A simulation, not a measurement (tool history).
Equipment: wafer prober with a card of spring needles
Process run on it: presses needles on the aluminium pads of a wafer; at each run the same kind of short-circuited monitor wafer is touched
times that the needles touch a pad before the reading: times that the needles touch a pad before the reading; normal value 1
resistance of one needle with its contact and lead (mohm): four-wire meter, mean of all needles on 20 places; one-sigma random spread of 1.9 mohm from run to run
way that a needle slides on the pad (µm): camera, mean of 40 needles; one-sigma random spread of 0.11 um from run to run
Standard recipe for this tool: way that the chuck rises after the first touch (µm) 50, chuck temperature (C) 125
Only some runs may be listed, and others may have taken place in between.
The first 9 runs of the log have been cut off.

run     day  way that the chuck rises after the first touch (µm)  chuck temperature (C)  times that the needles touch a pad before the reading  touches since the tips were cleaned  cleanings since the card got new needles  touches since the first contact's height was set  resistance of one needle with its contact and lead (mohm)  way that a needle slides on the pad (µm)
      6.117  -- tips cleaned on abrasive film, once more
      7.062  -- tips cleaned on abrasive film
 10   7.158                                                   58                    125                                                      1                                  332                                        37                                             31392                                                        219                                     10.77
      8.021  -- tips cleaned on abrasive film
 11   8.158                                                   41                    125                                                      1                                  484                                        38                                             34889                                                        245                                      7.73
      8.962  -- tips cleaned on abrasive film
 12   9.304                                                   50                    125                                                      1                                 1207                                        39                                             38913                                                        250                                      9.48
      9.975  -- tips cleaned on abrasive film
 13  10.192                                                   50                    125                                                      1                                  767                                        40                                             42019                                                        238                                      9.31
 14  10.767                                                   50                    125                                                      1                                 2787                                        40                                             44039                                                        282                                      9.49
     10.933  -- tips cleaned on abrasive film
 15  11.692                                                   50                    125                                                      1                                 2664                                        41                                             47280                                                        279                                      9.50
     11.942  -- tips cleaned on abrasive film
 16  12.392                                                   50                    125                                                      1                                 1582                                        42                                             49732                                                        264                                      9.21
     12.929  -- tips cleaned on abrasive film
 17  13.633                                                   50                    125                                                      1                                 2469                                        43                                             54076                                                        277                                      9.31
     13.867  -- tips cleaned on abrasive film
 18  14.375                                                   41                     98                                                      2                                 1795                                        44                                             56680                                                        264                                      7.53

Forecast run 19:
     14.838  -- tips cleaned on abrasive film
 19  15.579                                                   41                     98                                                      2                                 2609                                        45                                             60892                                                          ?                                         ?

{"run 19": {"resistance of one needle with its contact and lead (mohm)": 270, "way that a needle slides on the pad (µm)": 7.69}}
If the tool had no hidden condition, the same run with the same run-to-run variation would have returned resistance of one needle with its contact and lead (mohm) 203, way that a needle slides on the pad (µm) 8.05.
